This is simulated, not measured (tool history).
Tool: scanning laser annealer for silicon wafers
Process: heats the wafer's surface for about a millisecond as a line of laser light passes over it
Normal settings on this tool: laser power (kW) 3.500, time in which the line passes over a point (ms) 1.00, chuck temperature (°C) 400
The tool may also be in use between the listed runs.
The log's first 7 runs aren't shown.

run,day,laser power (kW),time in which the line passes over a point (ms),chuck temperature (°C),highest temperature of the surface (°C)
8,2.083,3.500,1.00,400,1103
9,2.412,3.500,0.72,400,975
10,2.688,3.500,0.99,400,1096
11,2.983,3.500,0.99,400,1098
12,3.179,3.500,1.00,400,1100
13,3.379,3.500,0.89,400,1055
14,3.550,3.500,0.89,400,1054
15,3.762,3.500,0.89,400,1056
16,4.075,3.524,0.89,400,1060
17,4.246,3.524,0.89,400,1057
18,4.558,3.524,0.89,400,1058
19,4.858,3.524,0.89,400,1060
20,5.058,3.270,0.89,400,1014
21,5.212,3.012,1.00,370,983

What will run 22 give?
22,5.450,3.012,1.00,370,?

Run 22 yielded highest temperature of the surface (°C) 978.
With no hidden state in the tool, this same run would have given highest temperature of the surface (°C) 979.
